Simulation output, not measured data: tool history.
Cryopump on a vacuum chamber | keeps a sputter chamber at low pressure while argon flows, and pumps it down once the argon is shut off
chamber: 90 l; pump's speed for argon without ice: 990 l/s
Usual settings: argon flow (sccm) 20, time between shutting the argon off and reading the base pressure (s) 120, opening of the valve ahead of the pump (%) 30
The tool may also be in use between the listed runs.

run   hour  argon flow (sccm)  time between shutting the argon off and reading the base pressure (s)  opening of the valve ahead of the pump (%)  pressure while argon flows (Pa)  pressure after the wait (uPa)
  1      0                 20                                                                    120                                          30                           0.1156                           3.39
  2   13.3                 19                                                                    120                                          30                           0.1096                           3.45
  3   23.5                 19                                                                    120                                          30                           0.1092                           3.39
  4   32.8                 19                                                                    120                                          30                           0.1093                           3.41
  5   41.2                 19                                                                    120                                          30                           0.1099                           3.41
  6   58.2                 20                                                                     53                                          30                           0.1164                           4.83
  7   76.2                 20                                                                     53                                          30                           0.1156                           4.77
  8   95.1                 20                                                                    120                                          30                           0.1162                           3.45
  9  104.6                 20                                                                    120                                          30                           0.1158                           3.47
 10  112.8                 20                                                                    120                                          30                           0.1148                           3.48
 11  128.5                 20                                                                    120                                          30                           0.1146                           3.41
 12  142.4                 20                                                                    120                                          30                           0.1158                           3.52
 13  161.1                 20                                                                    120                                          30                           0.1156                           3.41
 14  174.8                 20                                                                    120                                          20                           0.1713                           3.37
 15  186.6                 20                                                                    120                                          32                           0.1073                           3.42
 16    201                 20                                                                    120                                          32                           0.1087                           3.51
 17  212.5                 20                                                                     47                                          22                           0.1558                           5.24
 18  229.5                 20                                                                     32                                          30                            0.115                           6.63
 19    249                 20                                                                     32                                          30                           0.1166                           6.52
 20  267.4                 16                                                                     62                                          30                           0.0933                           4.59
 21  281.1                 16                                                                     62                                          30                           0.0932                           4.63
 22  298.4                 16                                                                    116                                          30                           0.0917                            3.6
 23  308.1                 31                                                                    175                                          33                           0.1623                            3.2
 24  326.8                 31                                                                    175                                          33                           0.1653                           3.21
 25  346.5                 31                                                                     57                                          37                           0.1442                           4.78
 26  358.2                 38                                                                     57                                          52                           0.1278                           4.86
 27  368.3                 38                                                                    254                                          56                           0.1195                           3.07
 28  385.2                 12                                                                    120                                          29                           0.0715                           3.61
 29  397.3                 40                                                                    120                                          30                           0.2313                           3.51
 30  409.7                 40                                                                    120                                          30                            0.234                           3.51
 31  429.2                 20                                                                    120                                          59                           0.0604                           3.63

Some steps in pressure while argon flows (Pa) between neighbouring runs. How much of each would the tool show without its hidden state too (settings, what came in, random variation), and how much is left for the hidden state, with any gauge scatter that isn't in both results?
The hidden state here: pump's speed, % of a pump's without ice; cold plate's temperature, K; leak into the chamber, uPa l/s; drift of the gauge itself on working_pa, %; drift of the gauge itself on base_upa, %.
Run 22 -> 23: argon flow (sccm) 16 -> 31, time between shutting the argon off and reading the base pressure (s) 116 -> 175, opening of the valve ahead of the pump (%) 30 -> 33. pressure while argon flows (Pa) +0.0706: hidden state +0.0015, all else +0.0691.
Run 27 -> 28: argon flow (sccm) 38 -> 12, time between shutting the argon off and reading the base pressure (s) 254 -> 120, opening of the valve ahead of the pump (%) 56 -> 29. pressure while argon flows (Pa) -0.048: hidden state -0.0026, all else -0.0454.
Run 28 -> 29: argon flow (sccm) 12 -> 40, opening of the valve ahead of the pump (%) 29 -> 30. pressure while argon flows (Pa) +0.1598: hidden state +0.0028, all else +0.157.
Run 30 -> 31: argon flow (sccm) 40 -> 20, opening of the valve ahead of the pump (%) 30 -> 59. pressure while argon flows (Pa) -0.1736: hidden state -0.0021, all else -0.1715.

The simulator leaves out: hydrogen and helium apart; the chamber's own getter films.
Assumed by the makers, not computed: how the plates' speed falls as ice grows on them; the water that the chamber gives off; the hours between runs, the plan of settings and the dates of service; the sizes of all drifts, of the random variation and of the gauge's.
